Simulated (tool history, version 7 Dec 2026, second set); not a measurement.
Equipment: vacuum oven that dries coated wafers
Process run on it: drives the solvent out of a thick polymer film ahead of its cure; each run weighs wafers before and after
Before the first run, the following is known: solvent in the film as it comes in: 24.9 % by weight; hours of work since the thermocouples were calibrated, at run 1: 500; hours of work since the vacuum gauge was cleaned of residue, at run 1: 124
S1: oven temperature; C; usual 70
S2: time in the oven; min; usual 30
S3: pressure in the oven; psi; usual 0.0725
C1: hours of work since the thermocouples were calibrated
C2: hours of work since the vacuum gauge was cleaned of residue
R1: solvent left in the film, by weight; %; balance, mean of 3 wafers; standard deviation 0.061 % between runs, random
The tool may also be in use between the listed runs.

run 1 day=0.000 | S1=70 S2=30 S3=0.0725 | C1=500 C2=124 | R1=3.53
run 2 day=4.562 | S1=70 S2=30 S3=0.0725 | C1=545 C2=169 | R1=3.42
run 3 day=8.950 | S1=77 S2=30 S3=0.0725 | C1=589 C2=213 | R1=1.08
run 4 day=13.642 | S1=77 S2=30 S3=0.0725 | C1=636 C2=260 | R1=1.01
run 5 day=15.750 | S1=77 S2=30 S3=0.0725 | C1=658 C2=281 | R1=1.03
run 6 day=18.054 | S1=70 S2=30 S3=0.0725 | C1=681 C2=305 | R1=3.42
run 7 day=22.958 | S1=70 S2=30 S3=0.0466 | C1=730 C2=354 | R1=3.45
run 8 day=26.767 | S1=70 S2=20 S3=0.0735 | C1=768 C2=392 | R1=6.29
run 9 day=30.296 | S1=75 S2=21 S3=0.0725 | C1=803 C2=427 | R1=3.23
run 10 day=34.058 | S1=75 S2=16 S3=0.0980 | C1=841 C2=465 | R1=5.22
run 11 day=36.033 | S1=75 S2=16 S3=0.0980 | C1=861 C2=485 | R1=4.97
run 12 day=40.817 | S1=75 S2=16 S3=0.0980 | C1=909 C2=533 | R1=5.02
run 13 day=44.650 | S1=75 S2=16 S3=0.0980 | C1=947 C2=571 | R1=5.08

Here are 5 independent what-if runs from the current tool condition. What would each one return?
run A day=46.708 | S1=64 S2=16 S3=0.0980 | C1=968 C2=592 | R1=?
run B day=46.708 | S1=69 S2=16 S3=0.2543 | C1=968 C2=592 | R1=?
run C day=46.708 | S1=62 S2=16 S3=0.2779 | C1=968 C2=592 | R1=?
run D day=46.708 | S1=70 S2=30 S3=0.1362 | C1=968 C2=592 | R1=?
run E day=46.708 | S1=57 S2=36 S3=0.0980 | C1=968 C2=592 | R1=?

run=A R1=11.27
run=B R1=8.69
run=C R1=12.29
run=D R1=3.68
run=E R1=9.50
The same runs, with their run-to-run variation unchanged, on a tool lacking any hidden condition would have given:
run=A R1=11.29
run=B R1=8.71
run=C R1=12.31
run=D R1=3.70
run=E R1=9.52
